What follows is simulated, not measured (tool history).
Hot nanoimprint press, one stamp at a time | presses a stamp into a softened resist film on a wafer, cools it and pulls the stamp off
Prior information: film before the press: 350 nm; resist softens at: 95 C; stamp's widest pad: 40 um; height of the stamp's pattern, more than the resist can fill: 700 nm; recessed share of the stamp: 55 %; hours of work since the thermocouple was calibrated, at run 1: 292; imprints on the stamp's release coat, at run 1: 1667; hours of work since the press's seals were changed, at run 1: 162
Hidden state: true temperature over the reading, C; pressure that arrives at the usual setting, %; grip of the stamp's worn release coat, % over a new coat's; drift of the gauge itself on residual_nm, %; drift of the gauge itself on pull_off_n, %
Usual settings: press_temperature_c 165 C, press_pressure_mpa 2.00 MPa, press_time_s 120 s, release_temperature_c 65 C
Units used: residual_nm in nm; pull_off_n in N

| run | hour | press_temperature_c | press_pressure_mpa | press_time_s | release_temperature_c | hours of work since the thermocouple was calibrated | imprints on the stamp's release coat | hours of work since the press's seals were changed | residual_nm | pull_off_n |
|---|---|---|---|---|---|---|---|---|---|---|
| 1 | 0.0 | 165 | 2.00 | 120 | 65 | 292 | 1667 | 162 | 178.9 | 254 |
| 2 | 5.4 | 165 | 2.00 | 120 | 65 | 295 | 1677 | 165 | 179.4 | 241 |
| 3 | 11.0 | 165 | 2.00 | 120 | 65 | 297 | 1687 | 167 | 175.6 | 244 |
| 4 | 18.0 | 165 | 2.00 | 120 | 65 | 300 | 1700 | 170 | 177.4 | 243 |
| 5 | 22.9 | 165 | 2.00 | 69 | 65 | 303 | 1708 | 172 | 213.9 | 244 |
| 6 | 28.5 | 165 | 2.00 | 69 | 65 | 305 | 1719 | 175 | 214.5 | 249 |
| 7 | 37.5 | 165 | 2.00 | 120 | 59 | 309 | 1735 | 179 | 178.4 | 285 |
| 8 | 43.6 | 165 | 2.00 | 120 | 59 | 312 | 1746 | 182 | 178.6 | 275 |
| 9 | 50.3 | 165 | 2.00 | 120 | 59 | 315 | 1758 | 185 | 178.6 | 290 |
| 10 | 55.6 | 165 | 2.00 | 120 | 59 | 317 | 1767 | 187 | 177.7 | 280 |
| 11 | 61.2 | 165 | 2.00 | 120 | 59 | 320 | 1777 | 189 | 177.8 | 285 |
| 12 | 66.6 | 165 | 2.00 | 152 | 65 | 322 | 1787 | 192 | 163.8 | 252 |
| 13 | 71.1 | 165 | 2.00 | 120 | 70 | 324 | 1795 | 194 | 179.6 | 218 |
| 14 | 77.3 | 165 | 2.00 | 120 | 70 | 327 | 1806 | 197 | 178.9 | 222 |
|  | 86.9 | stamp cleaned and given a new release coat |
| 15 | 91.1 | 165 | 2.00 | 120 | 65 | 330 | 7 | 200 | 179.1 | 145 |
| 16 | 98.8 | 165 | 1.79 | 120 | 68 | 334 | 21 | 203 | 184.4 | 138 |
| 17 | 106.2 | 165 | 1.79 | 120 | 68 | 337 | 34 | 207 | 187.6 | 138 |
|  | 113.6 | plate thermocouple calibrated |
| 18 | 113.9 | 173 | 2.09 | 99 | 72 | 0 | 43 | 209 | 146.1 | 123 |
| 19 | 118.7 | 165 | 2.52 | 178 | 65 | 2 | 51 | 211 | 135.2 | 144 |
| 20 | 126.3 | 165 | 2.52 | 215 | 67 | 6 | 65 | 214 | 125.1 | 146 |
| 21 | 135.0 | 165 | 2.52 | 215 | 61 | 10 | 81 | 218 | 125.1 | 162 |
| 22 | 142.2 | 165 | 2.52 | 215 | 61 | 13 | 94 | 221 | 124.9 | 163 |
| 23 | 150.7 | 165 | 2.30 | 215 | 61 | 17 | 109 | 225 | 130.5 | 162 |
| 24 | 156.6 | 165 | 2.30 | 215 | 61 | 19 | 119 | 228 | 130.6 | 166 |
| 25 | 163.2 | 153 | 2.76 | 233 | 61 | 22 | 131 | 231 | 175.5 | 172 |
| 26 | 172.4 | 168 | 2.00 | 120 | 70 | 26 | 148 | 235 | 162.2 | 132 |
| 27 | 179.6 | 168 | 2.00 | 120 | 70 | 29 | 161 | 238 | 160.1 | 135 |
| 28 | 186.5 | 168 | 2.00 | 120 | 70 | 32 | 173 | 241 | 159.8 | 134 |
| 29 | 193.4 | 168 | 2.00 | 120 | 70 | 36 | 186 | 244 | 158.8 | 136 |

4 options for the next run, each taken on its own from the tool as it stands now. Forecast them:
| A | 201.2 | 168 | 1.80 | 120 | 70 | 39 | 200 | 248 | ? | ? |
| B | 201.2 | 168 | 2.00 | 129 | 65 | 39 | 200 | 248 | ? | ? |
| C | 201.2 | 160 | 1.39 | 74 | 65 | 39 | 200 | 248 | ? | ? |
| D | 201.2 | 168 | 1.37 | 120 | 70 | 39 | 200 | 248 | ? | ? |

| run | residual_nm | pull_off_n |
|---|---|---|
| A | 166.5 | 136 |
| B | 154.7 | 152 |
| C | 255.6 | 154 |
| D | 186.0 | 133 |
Without the tool's hidden state the same runs would have given:
| run | residual_nm | pull_off_n |
|---|---|---|
| A | 164.7 | 126 |
| B | 152.8 | 141 |
| C | 253.9 | 143 |
| D | 184.3 | 123 |

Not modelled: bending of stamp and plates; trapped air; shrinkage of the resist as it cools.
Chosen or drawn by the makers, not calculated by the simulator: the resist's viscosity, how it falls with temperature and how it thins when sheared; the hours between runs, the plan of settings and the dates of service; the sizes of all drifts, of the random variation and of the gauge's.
